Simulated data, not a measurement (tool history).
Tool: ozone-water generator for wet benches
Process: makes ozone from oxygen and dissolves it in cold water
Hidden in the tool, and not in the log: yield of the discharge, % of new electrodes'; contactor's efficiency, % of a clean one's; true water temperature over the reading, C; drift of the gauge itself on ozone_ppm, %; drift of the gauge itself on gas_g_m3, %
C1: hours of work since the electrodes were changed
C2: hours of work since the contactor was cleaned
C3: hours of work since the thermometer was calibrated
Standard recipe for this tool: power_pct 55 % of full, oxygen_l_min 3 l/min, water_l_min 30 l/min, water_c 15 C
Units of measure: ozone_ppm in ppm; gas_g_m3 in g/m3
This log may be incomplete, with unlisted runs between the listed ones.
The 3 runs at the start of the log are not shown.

run 4 hour=420 | power_pct=55 oxygen_l_min=3 water_l_min=30 water_c=7 | C1=6048 C2=2129 C3=1055 | ozone_ppm=8.34 gas_g_m3=186
run 5 hour=583.9 | power_pct=55 oxygen_l_min=3 water_l_min=30 water_c=7 | C1=6157 C2=2238 C3=1163 | ozone_ppm=8.34 gas_g_m3=183.6
run 6 hour=776.3 | power_pct=55 oxygen_l_min=3 water_l_min=30 water_c=7 | C1=6285 C2=2365 C3=1291 | ozone_ppm=8.36 gas_g_m3=185.3
run 7 hour=893.3 | power_pct=55 oxygen_l_min=3 water_l_min=30 water_c=7 | C1=6362 C2=2443 C3=1368 | ozone_ppm=8.37 gas_g_m3=183.7
run 8 hour=1081.2 | power_pct=55 oxygen_l_min=3 water_l_min=30 water_c=7 | C1=6487 C2=2567 C3=1493 | ozone_ppm=8.25 gas_g_m3=183.6
run 9 hour=1181.1 | power_pct=55 oxygen_l_min=3 water_l_min=30 water_c=7 | C1=6553 C2=2634 C3=1559 | ozone_ppm=8.06 gas_g_m3=184.6
run 10 hour=1300.1 | power_pct=55 oxygen_l_min=3 water_l_min=30 water_c=7 | C1=6632 C2=2713 C3=1638 | ozone_ppm=8.13 gas_g_m3=183.7
run 11 hour=1455.2 | power_pct=55 oxygen_l_min=3 water_l_min=30 water_c=15 | C1=6734 C2=2815 C3=1741 | ozone_ppm=7.78 gas_g_m3=185
run 12 hour=1681.8 | power_pct=55 oxygen_l_min=3 water_l_min=30 water_c=15 | C1=6885 C2=2965 C3=1891 | ozone_ppm=7.79 gas_g_m3=184.7
run 13 hour=1888.9 | power_pct=55 oxygen_l_min=3 water_l_min=30 water_c=15 | C1=7022 C2=3103 C3=2028 | ozone_ppm=7.61 gas_g_m3=184
run 14 hour=2028.4 | power_pct=55 oxygen_l_min=3 water_l_min=30 water_c=15 | C1=7114 C2=3195 C3=2121 | ozone_ppm=7.72 gas_g_m3=184.1
-- hour=2160.7 contactor cleaned
run 15 hour=2185.9 | power_pct=55 oxygen_l_min=3 water_l_min=30 water_c=15 | C1=7216 C2=17 C3=2222 | ozone_ppm=8.07 gas_g_m3=183.9
run 16 hour=2375 | power_pct=55 oxygen_l_min=3 water_l_min=30 water_c=15 | C1=7341 C2=142 C3=2348 | ozone_ppm=7.96 gas_g_m3=181
run 17 hour=2515.4 | power_pct=55 oxygen_l_min=3 water_l_min=30 water_c=15 | C1=7434 C2=235 C3=2441 | ozone_ppm=8.04 gas_g_m3=183.9
run 18 hour=2676.9 | power_pct=63 oxygen_l_min=3.1 water_l_min=30 water_c=17 | C1=7542 C2=342 C3=2548 | ozone_ppm=8.53 gas_g_m3=197.4
run 19 hour=2810.1 | power_pct=63 oxygen_l_min=3.1 water_l_min=30 water_c=17 | C1=7630 C2=430 C3=2636 | ozone_ppm=8.63 gas_g_m3=195.8

What will run 20 give?
run 20 hour=3006.2 | power_pct=88 oxygen_l_min=3 water_l_min=35 water_c=15 | C1=7760 C2=560 C3=2766 | ozone_ppm=? gas_g_m3=?

{"run 20": {"ozone_ppm": 9.14, "gas_g_m3": 251.4}}
The same run, on a tool lacking any hidden state, would have yielded ozone_ppm 10.52 ppm, gas_g_m3 285.5 g/m3.

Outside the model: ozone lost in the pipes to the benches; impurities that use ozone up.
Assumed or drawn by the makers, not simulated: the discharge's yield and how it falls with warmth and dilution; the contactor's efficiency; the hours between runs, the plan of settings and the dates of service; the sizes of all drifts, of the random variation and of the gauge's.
